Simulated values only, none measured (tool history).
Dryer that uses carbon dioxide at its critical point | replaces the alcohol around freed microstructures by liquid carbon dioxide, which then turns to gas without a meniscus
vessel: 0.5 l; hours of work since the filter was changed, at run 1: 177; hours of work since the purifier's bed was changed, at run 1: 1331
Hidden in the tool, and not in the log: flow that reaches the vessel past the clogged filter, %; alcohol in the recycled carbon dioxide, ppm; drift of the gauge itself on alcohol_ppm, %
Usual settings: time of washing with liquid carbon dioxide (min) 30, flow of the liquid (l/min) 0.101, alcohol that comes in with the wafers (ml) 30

run	hour	time of washing with liquid carbon dioxide (min)	flow of the liquid (l/min)	alcohol that comes in with the wafers (ml)	hours of work since the filter was changed	hours of work since the purifier's bed was changed	alcohol left in the vessel before it's heated (ppm by volume)
1	0.0	30	0.101	30	177	1331	1160
2	38.6	30	0.101	30	205	1359	1286
3	88.0	30	0.101	30	242	1396	1371
# hour 99.9: purifier's bed changed
4	134.7	30	0.101	30	275	26	1244
5	168.0	30	0.101	30	299	51	1380
# hour 185.6: inlet filter changed
6	208.5	30	0.101	30	17	80	751
7	252.1	30	0.101	30	50	113	772
8	300.6	30	0.101	30	86	149	835
9	341.5	30	0.101	30	116	179	929
10	364.8	30	0.143	30	133	197	173
11	398.5	30	0.143	30	158	222	198
12	448.0	42	0.143	90	195	258	98
13	474.3	19	0.088	90	215	278	20480
14	527.5	24	0.101	30	255	318	2821
15	574.6	21	0.065	30	290	353	11293
# hour 603.0: inlet filter changed
16	623.2	30	0.131	45	15	388	329
17	675.2	19	0.131	28	54	427	1591
18	710.2	20	0.093	28	80	453	4216
19	761.6	20	0.093	28	118	491	4338
20	791.6	20	0.093	28	140	514	4421

Measured less the same run without the tool's hidden state. The same run-to-run variation is in both; the gauge's scatter may not be:
run	alcohol left in the vessel before it's heated (ppm by volume)
1	+489
2	+583
3	+684
4	+580
5	+683
6	+40
7	+96
8	+169
9	+242
10	+81
11	+99
12	+70
13	+4988
14	+1111
15	+3025
16	+69
17	+223
18	+536
19	+762
20	+884
